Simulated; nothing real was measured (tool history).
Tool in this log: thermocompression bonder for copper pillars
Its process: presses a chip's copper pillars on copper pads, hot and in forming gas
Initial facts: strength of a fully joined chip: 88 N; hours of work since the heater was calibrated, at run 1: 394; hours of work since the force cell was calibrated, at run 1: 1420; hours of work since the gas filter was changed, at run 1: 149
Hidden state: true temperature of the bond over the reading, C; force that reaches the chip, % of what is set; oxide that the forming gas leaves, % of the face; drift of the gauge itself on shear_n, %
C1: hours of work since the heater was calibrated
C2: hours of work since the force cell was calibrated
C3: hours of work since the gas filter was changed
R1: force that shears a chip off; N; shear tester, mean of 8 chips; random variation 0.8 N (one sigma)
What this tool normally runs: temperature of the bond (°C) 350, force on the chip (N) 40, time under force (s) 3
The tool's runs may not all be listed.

Run 1, hour 0: usual settings; C1 394; C2 1420; C3 149. Result: R1 57.8 N.
At hour 73.3: forming gas filter changed.
Run 2, hour 87.1: usual settings but force on the chip (N) 30; C1 451; C2 1478; C3 9. Result: R1 54.4 N.
Run 3, hour 180.9: usual settings but force on the chip (N) 30; C1 514; C2 1540; C3 72. Result: R1 52.2 N.
Run 4, hour 272.8: usual settings but force on the chip (N) 30; C1 575; C2 1601; C3 133. Result: R1 49.5 N.
Run 5, hour 358.3: usual settings; C1 632; C2 1658; C3 190. Result: R1 56.5 N.
At hour 370.9: forming gas filter changed.
Run 6, hour 426.4: usual settings; C1 677; C2 1704; C3 37. Result: R1 62.7 N.
Run 7, hour 479.7: usual settings; C1 713; C2 1739; C3 73. Result: R1 61.5 N.
Run 8, hour 552.3: usual settings but temperature of the bond (°C) 356; C1 761; C2 1787; C3 121. Result: R1 60.5 N.
Run 9, hour 629.5: usual settings but time under force (s) 7; C1 813; C2 1839; C3 172. Result: R1 68.3 N.
At hour 667.2: forming gas filter changed.
Run 10, hour 702.4: usual settings but time under force (s) 7; C1 861; C2 1887; C3 23. Result: R1 75.8 N.
At hour 729.3: force cell calibrated.
Run 11, hour 790.9: usual settings but time under force (s) 6; C1 919; C2 41; C3 81. Result: R1 67.9 N.
Run 12, hour 829.4: usual settings but time under force (s) 7; C1 945; C2 67; C3 107. Result: R1 69.3 N.
Run 13, hour 867.7: usual settings; C1 970; C2 92; C3 133. Result: R1 57.7 N.
Run 14, hour 925.8: usual settings; C1 1009; C2 131; C3 171. Result: R1 56 N.
At hour 966.4: forming gas filter changed.
Run 15, hour 971.3: usual settings; C1 1039; C2 161; C3 3. Result: R1 61.3 N.
Run 16, hour 1010.5: usual settings; C1 1065; C2 187; C3 29. Result: R1 60.8 N.
Run 17, hour 1060.7: usual settings; C1 1099; C2 221; C3 63. Result: R1 59.5 N.
Run 18, hour 1131.8: usual settings; C1 1146; C2 268; C3 110. Result: R1 59.1 N.
Run 19, hour 1171.4: usual settings; C1 1172; C2 294; C3 137. Result: R1 57.4 N.
Run 20, hour 1238.6: usual settings; C1 1217; C2 339; C3 182. Result: R1 53.6 N.
At hour 1260.2: forming gas filter changed.
Run 21, hour 1297.3: usual settings but temperature of the bond (°C) 366; C1 1256; C2 378; C3 25. Result: R1 64 N.
Run 22, hour 1388.6: usual settings but temperature of the bond (°C) 344, force on the chip (N) 34, time under force (s) 4; C1 1317; C2 439; C3 86. Result: R1 58.1 N.
Run 23, hour 1467.2: usual settings but temperature of the bond (°C) 332, force on the chip (N) 31, time under force (s) 4; C1 1369; C2 491; C3 138. Result: R1 49 N.
Run 24, hour 1537.5: usual settings but temperature of the bond (°C) 347, force on the chip (N) 59, time under force (s) 4; C1 1416; C2 538; C3 185. Result: R1 67.5 N.
At hour 1558.2: forming gas filter changed.
At hour 1592.8: heater calibrated with a thermocouple chip.
Run 25, hour 1632.5: usual settings but temperature of the bond (°C) 347, force on the chip (N) 59, time under force (s) 4; C1 26; C2 600; C3 48. Result: R1 73.3 N.
Run 26, hour 1685.9: usual settings but temperature of the bond (°C) 342, force on the chip (N) 47; C1 62; C2 636; C3 84. Result: R1 61.6 N.
Run 27, hour 1776.3: usual settings but temperature of the bond (°C) 342, force on the chip (N) 47; C1 122; C2 696; C3 144. Result: R1 59.4 N.
Run 28, hour 1828.7: usual settings but temperature of the bond (°C) 361, force on the chip (N) 56, time under force (s) 2; C1 157; C2 731; C3 179. Result: R1 63.7 N.
At hour 1855.5: forming gas filter changed.
Run 29, hour 1876.1: usual settings but temperature of the bond (°C) 351, force on the chip (N) 38, time under force (s) 4; C1 189; C2 762; C3 14. Result: R1 65.6 N.
Run 30, hour 1920.6: usual settings but temperature of the bond (°C) 372; C1 218; C2 792; C3 43. Result: R1 66.2 N.
Run 31, hour 2008.6: usual settings but temperature of the bond (°C) 327, time under force (s) 4; C1 277; C2 850; C3 102. Result: R1 57 N.
Run 32, hour 2077.2: usual settings but temperature of the bond (°C) 327, time under force (s) 4; C1 323; C2 896; C3 148. Result: R1 54.8 N.
Run 33, hour 2133.5: usual settings but force on the chip (N) 35, time under force (s) 5; C1 360; C2 934; C3 185. Result: R1 61 N.
At hour 2155.4: forming gas filter changed.
Run 34, hour 2203.8: usual settings but time under force (s) 8; C1 407; C2 980; C3 32. Result: R1 75.2 N.
Run 35, hour 2258.8: usual settings but time under force (s) 8; C1 443; C2 1017; C3 69. Result: R1 73.6 N.
Run 36, hour 2315.4: usual settings but time under force (s) 8; C1 481; C2 1055; C3 107. Result: R1 72.8 N.
Run 37, hour 2403.9: usual settings but time under force (s) 4; C1 540; C2 1114; C3 166. Result: R1 61.8 N.
At hour 2456: forming gas filter changed.
Run 38, hour 2485.3: usual settings but time under force (s) 4; C1 594; C2 1168; C3 20. Result: R1 67.3 N.
Run 39, hour 2568.1: usual settings but time under force (s) 4; C1 649; C2 1223; C3 75. Result: R1 64.8 N.
Run 40, hour 2661: usual settings but force on the chip (N) 30, time under force (s) 8; C1 711; C2 1285; C3 137. Result: R1 63.9 N.

How the hidden state differs across the entries between the runs, from the last listed run before each to the first after it:
From run 1 to run 2: forming gas filter changed (hour 73.3)
  true temperature of the bond over the reading, C: -1 -> -1.2; force that reaches the chip, % of what is set: 106.4 -> 106.6; oxide that the forming gas leaves, % of the face: 9.31 -> 0.96
  measured value less the no-hidden-state value, R1: -4.1 -> +1.4 N
From run 5 to run 6: forming gas filter changed (hour 370.9)
  true temperature of the bond over the reading, C: -1.7 -> -1.8; force that reaches the chip, % of what is set: 107.3 -> 107.5; oxide that the forming gas leaves, % of the face: 11.45 -> 2.57
  measured value less the no-hidden-state value, R1: -5.4 -> +0.2 N
From run 9 to run 10: forming gas filter changed (hour 667.2)
  true temperature of the bond over the reading, C: -2.2 -> -2.4; force that reaches the chip, % of what is set: 108 -> 108.2; oxide that the forming gas leaves, % of the face: 10.5 -> 1.97
  measured value less the no-hidden-state value, R1: -6.3 -> +0.1 N
From run 10 to run 11: force cell calibrated (hour 729.3)
  true temperature of the bond over the reading, C: -2.4 -> -2.6; force that reaches the chip, % of what is set: 108.2 -> 100.6; oxide that the forming gas leaves, % of the face: 1.97 -> 4.91
  measured value less the no-hidden-state value, R1: +0.1 -> -3.7 N
From run 14 to run 15: forming gas filter changed (hour 966.4)
  true temperature of the bond over the reading, C: -2.8 -> -2.9; force that reaches the chip, % of what is set: 100.9 -> 101; oxide that the forming gas leaves, % of the face: 10.03 -> 0.69
  measured value less the no-hidden-state value, R1: -6.4 -> -0.7 N
From run 20 to run 21: forming gas filter changed (hour 1260.2)
  true temperature of the bond over the reading, C: -3.4 -> -3.5; force that reaches the chip, % of what is set: 101.8 -> 101.9; oxide that the forming gas leaves, % of the face: 10.74 -> 2.07
  measured value less the no-hidden-state value, R1: -6.9 -> -1.4 N
From run 24 to run 25: forming gas filter changed (hour 1558.2); heater calibrated with a thermocouple chip (hour 1592.8)
  true temperature of the bond over the reading, C: -4 -> -0.7; force that reaches the chip, % of what is set: 102.5 -> 102.8; oxide that the forming gas leaves, % of the face: 10.99 -> 3.36
  measured value less the no-hidden-state value, R1: -8.4 -> -1.7 N
From run 28 to run 29: forming gas filter changed (hour 1855.5)
  true temperature of the bond over the reading, C: -1.1 -> -1.2; force that reaches the chip, % of what is set: 103.3 -> 103.4; oxide that the forming gas leaves, % of the face: 10.31 -> 1.36
  measured value less the no-hidden-state value, R1: -6.3 -> +0.1 N
From run 33 to run 34: forming gas filter changed (hour 2155.4)
  true temperature of the bond over the reading, C: -1.7 -> -1.8; force that reaches the chip, % of what is set: 104.1 -> 104.3; oxide that the forming gas leaves, % of the face: 11.49 -> 2.28
  measured value less the no-hidden-state value, R1: -6.9 -> -0.9 N
From run 37 to run 38: forming gas filter changed (hour 2456)
  true temperature of the bond over the reading, C: -2.3 -> -2.4; force that reaches the chip, % of what is set: 104.8 -> 105; oxide that the forming gas leaves, % of the face: 9.56 -> 1.7
  measured value less the no-hidden-state value, R1: -5.5 -> -0.1 N

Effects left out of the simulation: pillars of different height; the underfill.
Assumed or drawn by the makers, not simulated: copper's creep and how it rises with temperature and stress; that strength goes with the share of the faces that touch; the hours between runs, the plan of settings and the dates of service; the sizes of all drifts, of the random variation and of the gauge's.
